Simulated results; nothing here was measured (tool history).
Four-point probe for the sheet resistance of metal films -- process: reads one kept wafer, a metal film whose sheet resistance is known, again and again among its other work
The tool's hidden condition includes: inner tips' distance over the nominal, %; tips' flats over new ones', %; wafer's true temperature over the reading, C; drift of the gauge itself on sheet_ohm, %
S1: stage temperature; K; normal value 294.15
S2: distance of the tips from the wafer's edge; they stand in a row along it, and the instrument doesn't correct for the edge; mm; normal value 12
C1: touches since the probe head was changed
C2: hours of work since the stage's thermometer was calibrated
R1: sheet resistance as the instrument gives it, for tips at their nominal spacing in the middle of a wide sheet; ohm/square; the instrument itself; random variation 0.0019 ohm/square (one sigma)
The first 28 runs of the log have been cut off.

| run | hour | S1 | S2 | C1 | C2 | R1 |
|---|---|---|---|---|---|---|
| 29 | 1715.0 | 294.15 | 3 | 127713 | 1122 | 10.118199 |
| 30 | 1778.4 | 293.15 | 10 | 129597 | 1155 | 9.394025 |
| 31 | 1860.9 | 293.15 | 9 | 132051 | 1198 | 9.413466 |
|  | 1907.0 | stage's thermometer calibrated |
| 32 | 1921.7 | 293.15 | 9 | 133843 | 8 | 9.418874 |
| 33 | 1983.2 | 294.15 | 6 | 135671 | 39 | 9.529018 |
| 34 | 2060.9 | 304.15 | 49 | 137983 | 79 | 9.226416 |
| 35 | 2130.2 | 296.15 | 5 | 140044 | 115 | 9.607560 |
| 36 | 2225.2 | 307.15 | 4 | 142870 | 164 | 9.675638 |
| 37 | 2272.8 | 307.15 | 4 | 144283 | 188 | 9.678018 |
| 38 | 2327.4 | 300.15 | 21 | 145909 | 217 | 9.281863 |
| 39 | 2418.0 | 300.15 | 21 | 148603 | 263 | 9.283665 |
|  | 2443.9 | new probe head fitted |
| 40 | 2459.8 | 300.15 | 21 | 473 | 284 | 9.218163 |
| 41 | 2542.0 | 299.15 | 3 | 2917 | 327 | 10.009412 |
| 42 | 2604.4 | 299.15 | 3 | 4773 | 359 | 10.012760 |
| 43 | 2695.8 | 299.15 | 3 | 7491 | 406 | 10.014014 |
| 44 | 2784.9 | 299.15 | 3 | 10141 | 452 | 10.021415 |

Alternative continuations, all from the tool just after run 44; predict every row:
| A | 2836.2 | 301.15 | 12 | 11667 | 478 | ? |
| B | 2836.2 | 300.15 | 7 | 11667 | 478 | ? |
| C | 2836.2 | 307.15 | 44 | 11667 | 478 | ? |
| D | 2836.2 | 294.15 | 35 | 11667 | 478 | ? |

| run | R1 |
|---|---|
| A | 9.253686 |
| B | 9.365783 |
| C | 9.150202 |
| D | 9.263100 |
Without the tool's hidden state the same runs would have given:
| run | R1 |
|---|---|
| A | 9.231400 |
| B | 9.343258 |
| C | 9.128108 |
| D | 9.240838 |

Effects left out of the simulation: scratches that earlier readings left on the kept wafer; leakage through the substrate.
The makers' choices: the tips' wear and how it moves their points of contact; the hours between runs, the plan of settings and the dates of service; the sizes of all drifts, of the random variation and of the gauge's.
